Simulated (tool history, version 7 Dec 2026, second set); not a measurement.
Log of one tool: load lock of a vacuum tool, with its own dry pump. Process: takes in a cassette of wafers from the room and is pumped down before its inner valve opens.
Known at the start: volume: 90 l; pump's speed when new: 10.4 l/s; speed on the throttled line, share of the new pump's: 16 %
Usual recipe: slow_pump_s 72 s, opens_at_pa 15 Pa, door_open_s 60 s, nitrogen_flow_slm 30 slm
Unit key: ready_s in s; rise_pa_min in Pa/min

run	hour	slow_pump_s	opens_at_pa	door_open_s	nitrogen_flow_slm	incoming humidity of the room's air, %	ready_s	rise_pa_min
1	0	72	15	60	30	44	142.7	0.169
2	353.1	72	15	31	30	46.7	143.8	0.169
3	739.8	72	15	60	30	47.3	144	0.185
4	1057.7	72	15	60	30	45.7	142.7	0.187
5	1379.7	72	15	60	30	46.1	144	0.193
6	1602.9	72	15	60	30	41.7	143.6	0.2
# hour 1764.8: door's seal changed, seat wiped
7	1951.8	72	17	60	30	43.9	144	0.022
8	2324	72	17	60	30	44	144.3	0.019
9	2703.3	72	17	60	30	43.6	145.4	0.024
10	3029.3	72	17	60	30	43.5	143.9	0.027
11	3306.2	41	17	60	30	47	118.6	0.028
12	3568.9	114	17	60	30	48.1	177	0.027
13	3959.9	114	17	60	30	42.2	180.1	0.023
14	4371.3	114	17	60	30	46.2	179.5	0.035
15	4777	114	17	60	30	46	181.1	0.028
16	4974.7	114	17	60	30	48.3	181.3	0.037
17	5351.4	114	17	39	30	41.2	178.1	0.038
18	5709.3	114	17	39	30	44.2	180.8	0.032
19	6054.4	40	26	82	9	46.8	115.7	0.057
20	6254.9	72	17	60	30	41.9	145.9	0.042
21	6541.1	86	10	33	20	45.7	162.3	0.046
22	6911.9	59	10	125	13	46.2	141.4	0.058
23	7128.6	56	14	26	25	41.2	134	0.039
24	7517.2	56	14	26	25	43.2	134.2	0.038
25	7808.7	70	28	26	7	45.5	139.4	0.05
26	8006.6	130	12	60	6	46.7	197.5	0.066
27	8330.4	130	12	60	6	45	197.9	0.068
28	8575.1	36	12	51	6	44.8	121.4	0.065
29	8935.3	47	30	40	24	45.4	121.2	0.063

Hidden state or all else? Some run-to-run changes of ready_s, split into what the settings, what came in and random variation would give without the hidden state, and what is left for the hidden state (with any gauge scatter that isn't in both results):
Hidden conditions of the tool in this case: pump's speed, % of a new pump's; leak at the door's seal, Pa l/s; drift of the gauge itself on ready_s, %; drift of the gauge itself on rise_pa_min, %.
Run 18 -> 19: slow_pump_s 114 -> 40, opens_at_pa 17 -> 26, door_open_s 39 -> 82, nitrogen_flow_slm 30 -> 9. ready_s -65.1 s: hidden state +1.3, all else -66.4.
Run 27 -> 28: slow_pump_s 130 -> 36, door_open_s 60 -> 51. ready_s -76.5 s: hidden state +2.8, all else -79.3.
Run 28 -> 29: slow_pump_s 36 -> 47, opens_at_pa 12 -> 30, door_open_s 51 -> 40, nitrogen_flow_slm 6 -> 24. ready_s -0.2 s: hidden state -1.6, all else +1.4.

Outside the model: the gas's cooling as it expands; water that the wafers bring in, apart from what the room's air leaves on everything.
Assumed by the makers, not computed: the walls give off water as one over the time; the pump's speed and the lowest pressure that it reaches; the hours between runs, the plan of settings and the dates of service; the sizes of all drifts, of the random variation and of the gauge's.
